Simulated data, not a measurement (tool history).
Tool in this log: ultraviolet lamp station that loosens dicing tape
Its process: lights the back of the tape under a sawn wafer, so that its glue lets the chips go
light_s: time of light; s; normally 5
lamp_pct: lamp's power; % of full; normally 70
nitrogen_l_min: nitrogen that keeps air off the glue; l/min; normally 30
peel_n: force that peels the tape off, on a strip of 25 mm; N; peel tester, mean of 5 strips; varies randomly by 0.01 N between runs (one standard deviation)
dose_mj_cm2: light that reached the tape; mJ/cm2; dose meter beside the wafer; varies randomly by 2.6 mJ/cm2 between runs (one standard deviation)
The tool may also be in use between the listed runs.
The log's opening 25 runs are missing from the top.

run,hour,light_s,lamp_pct,nitrogen_l_min,hours of work of the lamp,hours of work since the window was cleaned,peel_n,dose_mj_cm2
26,1248,5,82,27,22,92,0.356,398
27,1286.5,5,82,27,41,112,0.383,397
28,1345,9,64,27,71,141,0.257,555
29,1394,9,99,16,95,166,0.221,853
30,1458.6,9,99,10,128,198,0.251,859
31,1487.4,3,78,10,143,213,2.463,231
32,1532.4,3,78,10,165,236,2.502,224
33,1586.9,2,81,57,193,263,1.351,160
34,1647.1,4,84,53,223,294,0.333,318
35,1712.5,4,83,11,256,327,1.259,319
36,1767.9,4,61,56,284,355,0.598,232
37,1829.1,6,78,59,315,386,0.244,453

Forecast each of these 4 alternatives for the next run:
A,1893.2,8,62,33,348,418,?,?
B,1893.2,5,70,59,348,418,?,?
C,1893.2,8,83,30,348,418,?,?
D,1893.2,5,91,30,348,418,?,?

run,peel_n,dose_mj_cm2
A,0.268,481
B,0.307,335
C,0.24,640
D,0.311,440
Without the tool's hidden state the same runs would have given:
run,peel_n,dose_mj_cm2
A,0.267,481
B,0.307,335
C,0.24,641
D,0.311,441
